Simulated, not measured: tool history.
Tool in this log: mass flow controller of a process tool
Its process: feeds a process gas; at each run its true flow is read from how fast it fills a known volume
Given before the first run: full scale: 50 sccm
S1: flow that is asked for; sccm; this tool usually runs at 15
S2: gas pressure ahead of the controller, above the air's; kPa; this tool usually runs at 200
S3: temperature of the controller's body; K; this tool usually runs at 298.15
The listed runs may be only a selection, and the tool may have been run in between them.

Run 1, hour 0: usual settings. Result: true flow (%) 99.63.
Run 2, hour 63.8: usual settings but S2 149 kPa. Result: true flow (%) 99.86.
Run 3, hour 127.2: usual settings but S2 149 kPa. Result: true flow (%) 99.91.
Run 4, hour 176.6: usual settings but S1 35 sccm, S2 149 kPa. Result: true flow (%) 100.22.
Run 5, hour 270.1: usual settings but S1 35 sccm, S2 149 kPa. Result: true flow (%) 100.31.
Run 6, hour 389.8: usual settings but S1 35 sccm, S2 149 kPa. Result: true flow (%) 100.43.
Run 7, hour 470.7: usual settings but S1 35 sccm, S2 149 kPa. Result: true flow (%) 100.5.
Run 8, hour 523.4: usual settings but S1 35 sccm, S2 149 kPa. Result: true flow (%) 100.57.
Run 9, hour 574.4: usual settings but S1 35 sccm, S2 149 kPa. Result: true flow (%) 100.58.
Run 10, hour 653.6: usual settings but S1 10 sccm, S2 174 kPa. Result: true flow (%) 100.3.
Run 11, hour 764.3: usual settings but S2 164 kPa, S3 305.15 K. Result: true flow (%) 101.18.
Run 12, hour 861.4: usual settings but S2 164 kPa, S3 305.15 K. Result: true flow (%) 101.21.
Run 13, hour 942.5: usual settings but S1 34 sccm, S2 239 kPa, S3 295.15 K. Result: true flow (%) 100.21.
Run 14, hour 1058.9: usual settings but S1 34 sccm, S2 239 kPa, S3 295.15 K. Result: true flow (%) 100.28.
Run 15, hour 1114.1: usual settings but S1 34 sccm, S2 239 kPa, S3 295.15 K. Result: true flow (%) 100.33.
Run 16, hour 1211.1: usual settings but S1 34 sccm, S2 239 kPa, S3 295.15 K. Result: true flow (%) 100.45.
Run 17, hour 1268.8: usual settings but S1 11 sccm. Result: true flow (%) 100.73.

Selected run-to-run steps in true flow (%), each split into two signed amounts: the part the tool would show with no hidden state at all (from settings, incoming material and random variation), and the remainder, which goes to the hidden state together with any gauge scatter not common to the measured and the hidden-state-free results:
Hidden state present: flow at rest that the sensor doesn't see, % of full scale; true flow over the shown one, %; drift of the gauge itself on true_pct, %.
Run 5 -> 6: no setting touched and nothing written in the log between the runs. true flow (%) +0.12: hidden state +0.12, all else +0.
Run 12 -> 13: S1 15 -> 34, S2 164 -> 239, S3 305.15 -> 295.15. true flow (%) -1: hidden state +0.07, all else -1.07.

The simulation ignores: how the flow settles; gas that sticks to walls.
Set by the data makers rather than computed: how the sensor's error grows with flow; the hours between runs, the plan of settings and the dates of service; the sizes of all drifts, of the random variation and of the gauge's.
